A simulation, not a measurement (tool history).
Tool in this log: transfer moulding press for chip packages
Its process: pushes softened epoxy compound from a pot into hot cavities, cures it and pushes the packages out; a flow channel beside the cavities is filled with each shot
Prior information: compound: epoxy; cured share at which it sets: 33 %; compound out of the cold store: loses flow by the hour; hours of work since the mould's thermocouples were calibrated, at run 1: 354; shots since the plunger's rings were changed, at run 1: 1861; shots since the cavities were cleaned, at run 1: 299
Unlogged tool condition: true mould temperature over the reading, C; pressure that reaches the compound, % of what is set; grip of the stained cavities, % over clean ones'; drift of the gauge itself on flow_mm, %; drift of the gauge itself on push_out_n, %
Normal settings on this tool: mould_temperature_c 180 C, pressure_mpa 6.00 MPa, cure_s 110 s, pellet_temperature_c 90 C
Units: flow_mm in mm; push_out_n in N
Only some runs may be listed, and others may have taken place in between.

run   hour  mould_temperature_c  pressure_mpa  cure_s  pellet_temperature_c  hours of work since the mould's thermocouples were calibrated  shots since the plunger's rings were changed  shots since the cavities were cleaned  incoming compound's hours out of the cold store  flow_mm  push_out_n
  1    0.0                  180          6.00     110                    90                                                            354                                          1861                                    299                                             36.1      651         167
  2   18.6                  180          6.00     110                    90                                                            363                                          2004                                    442                                             31.0      662         174
      27.1  -- cavities cleaned with cleaning compound and waxed
  3   47.0                  180          6.00     110                    90                                                            376                                          2212                                    154                                             39.5      645         166
  4   77.6                  180          6.00     110                    90                                                            391                                          2447                                    389                                             17.0      690         182
      92.5  -- cavities cleaned with cleaning compound and waxed
  5  114.4                  180          6.00     110                    90                                                            408                                          2719                                    169                                             27.3      671         178
  6  141.5                  180          6.00     110                    90                                                            422                                          2927                                    377                                             35.2      657         175
     157.5  -- cavities cleaned with cleaning compound and waxed
  7  179.6                  180          6.00     109                    90                                                            440                                          3209                                    170                                             12.8      713         187
  8  218.3                  180          6.00     110                    90                                                            459                                          3507                                    468                                             32.3      653         176
     222.5  -- cavities cleaned with cleaning compound and waxed
  9  243.2                  180          6.00     110                    90                                                            470                                          3687                                    159                                             26.8      669         172
 10  270.4                  176          6.00     110                    90                                                            483                                          3897                                    369                                             16.6      711         230
     288.2  -- cavities cleaned with cleaning compound and waxed
 11  297.3                  180          6.00     110                    90                                                            496                                          4093                                     70                                             19.3      690         183
 12  338.2                  180          6.00     110                    90                                                            516                                          4407                                    384                                             45.5      637         178
     352.3  -- cavities cleaned with cleaning compound and waxed
 13  371.9                  180          6.00     110                    90                                                            532                                          4655                                    151                                             25.0      674         167
     384.6  -- mould's thermocouples calibrated
 14  414.9                  180          6.00     110                    90                                                             15                                          4971                                    467                                             31.5      674         180
     419.0  -- cavities cleaned with cleaning compound and waxed
 15  451.6                  180          6.00     110                    90                                                             32                                          5242                                    251                                             26.8      674         176
     483.1  -- cavities cleaned with cleaning compound and waxed
 16  485.5                  172          6.10     142                    90                                                             48                                          5492                                     19                                             36.0      692         182
 17  519.5                  186          7.23     126                    90                                                             65                                          5753                                    280                                             19.8      739         152
     548.6  -- cavities cleaned with cleaning compound and waxed
     561.1  -- plunger's sealing rings changed
 18  563.7                  173          7.32     110                    83                                                             84                                            20                                     97                                             31.8      763         276
 19  605.8                  173          7.32     110                    83                                                            105                                           344                                    421                                             46.0      725         266
     617.6  -- cavities cleaned with cleaning compound and waxed
 20  626.3                  180          5.54     121                    90                                                            114                                           490                                     67                                             29.2      640         156
 21  647.2                  174          6.30     142                    98                                                            125                                           651                                    228                                             24.2      722         165
     685.3  -- cavities cleaned with cleaning compound and waxed
 22  690.0                  174          6.30     142                    98                                                            145                                           969                                     36                                             32.9      700         166
 23  729.2                  180          6.00      90                    89                                                            164                                          1271                                    338                                             18.7      701         255
     750.0  -- cavities cleaned with cleaning compound and waxed
 24  751.1                  180          6.00      90                    89                                                            174                                          1428                                      8                                             23.9      680         255
 25  769.8                  173          5.44      90                    96                                                            183                                          1572                                    152                                             35.3      652         396
 26  790.9                  183          6.34     110                    90                                                            194                                          1734                                    314                                             31.8      679         167
     815.5  -- cavities cleaned with cleaning compound and waxed
 27  818.0                  173          5.97      96                   100                                                            206                                          1932                                     20                                             16.5      717         367

Take each entry between the runs: how does the hidden state at the last listed run before it differ from the hidden state at the first listed run after it?
In the gap between runs 2 and 3: cavities cleaned with cleaning compound and waxed (hour 27.1)
  pressure that reaches the compound, % of what is set: 99.87 -> 99.86; grip of the stained cavities, % over clean ones': 0.9 -> 0.5
In the gap between runs 4 and 5: cavities cleaned with cleaning compound and waxed (hour 92.5)
  pressure that reaches the compound, % of what is set: 99.84 -> 99.82; grip of the stained cavities, % over clean ones': 0.9 -> 0.5
In the gap between runs 6 and 7: cavities cleaned with cleaning compound and waxed (hour 157.5)
  pressure that reaches the compound, % of what is set: 99.81 -> 99.79; grip of the stained cavities, % over clean ones': 0.9 -> 0.5
In the gap between runs 8 and 9: cavities cleaned with cleaning compound and waxed (hour 222.5)
  pressure that reaches the compound, % of what is set: 99.77 -> 99.76; grip of the stained cavities, % over clean ones': 1 -> 0.5
In the gap between runs 10 and 11: cavities cleaned with cleaning compound and waxed (hour 288.2)
  pressure that reaches the compound, % of what is set: 99.75 -> 99.73; grip of the stained cavities, % over clean ones': 0.9 -> 0.2
In the gap between runs 12 and 13: cavities cleaned with cleaning compound and waxed (hour 352.3)
  true mould temperature over the reading, C: -0.02 -> -0.03; pressure that reaches the compound, % of what is set: 99.71 -> 99.7; grip of the stained cavities, % over clean ones': 0.9 -> 0.4
In the gap between runs 13 and 14: mould's thermocouples calibrated (hour 384.6)
  true mould temperature over the reading, C: -0.03 -> 0; pressure that reaches the compound, % of what is set: 99.7 -> 99.68; grip of the stained cavities, % over clean ones': 0.4 -> 1
In the gap between runs 14 and 15: cavities cleaned with cleaning compound and waxed (hour 419.0)
  pressure that reaches the compound, % of what is set: 99.68 -> 99.66; grip of the stained cavities, % over clean ones': 1 -> 0.7
In the gap between runs 15 and 16: cavities cleaned with cleaning compound and waxed (hour 483.1)
  pressure that reaches the compound, % of what is set: 99.66 -> 99.64; grip of the stained cavities, % over clean ones': 0.7 -> 0.2
In the gap between runs 17 and 18: cavities cleaned with cleaning compound and waxed (hour 548.6); plunger's sealing rings changed (hour 561.1)
  pressure that reaches the compound, % of what is set: 99.63 -> 99.99; grip of the stained cavities, % over clean ones': 0.7 -> 0.3
In the gap between runs 19 and 20: cavities cleaned with cleaning compound and waxed (hour 617.6)
  pressure that reaches the compound, % of what is set: 99.97 -> 99.96; grip of the stained cavities, % over clean ones': 0.9 -> 0.2
In the gap between runs 21 and 22: cavities cleaned with cleaning compound and waxed (hour 685.3)
  pressure that reaches the compound, % of what is set: 99.95 -> 99.93; grip of the stained cavities, % over clean ones': 0.6 -> 0.2
In the gap between runs 23 and 24: cavities cleaned with cleaning compound and waxed (hour 750.0)
  pressure that reaches the compound, % of what is set: 99.91 -> 99.9; grip of the stained cavities, % over clean ones': 0.8 -> 0
In the gap between runs 26 and 27: cavities cleaned with cleaning compound and waxed (hour 815.5)
  pressure that reaches the compound, % of what is set: 99.88 -> 99.87; grip of the stained cavities, % over clean ones': 0.8 -> 0.2
